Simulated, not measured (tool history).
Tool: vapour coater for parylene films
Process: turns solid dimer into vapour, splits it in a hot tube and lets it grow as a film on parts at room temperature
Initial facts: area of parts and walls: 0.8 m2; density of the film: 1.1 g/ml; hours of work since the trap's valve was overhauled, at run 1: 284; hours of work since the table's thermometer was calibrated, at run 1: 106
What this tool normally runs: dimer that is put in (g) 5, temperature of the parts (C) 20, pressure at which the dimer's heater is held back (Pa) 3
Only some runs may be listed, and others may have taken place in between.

run	hour	dimer that is put in (g)	temperature of the parts (C)	pressure at which the dimer's heater is held back (Pa)	hours of work since the trap's valve was overhauled	hours of work since the table's thermometer was calibrated	thickness of the film (µm)
1	0	5	20	3	284	106	3.37
2	14.8	5	20	3	292	114	3.4
3	38.9	5	20	3	305	128	3.37
4	64.5	5	20	3	319	142	3.35
5	79.3	5	19	3	328	150	3.47
6	94.9	5	19	3	336	159	3.45
7	107.6	5	19	3	343	166	3.44
8	129	7	14	2.62	355	178	5.47
9	146.2	3	13	3	365	187	2.32
# hour 163.3: trap's valve overhauled
10	170.6	7	21	3	4	199	4.9
11	194.2	6	15	4.94	17	212	4.49

Here are 3 independent what-if runs from the current tool condition. What would each one return?
A	217.5	7	25	3.53	30	225	?
B	217.5	6	15	3.84	30	225	?
C	217.5	5	14	3	30	225	?

run	thickness of the film (µm)
A	4.29
B	4.62
C	4.02
Without the tool's unlogged condition, the same runs would have read:
run	thickness of the film (µm)
A	4.32
B	4.65
C	4.05
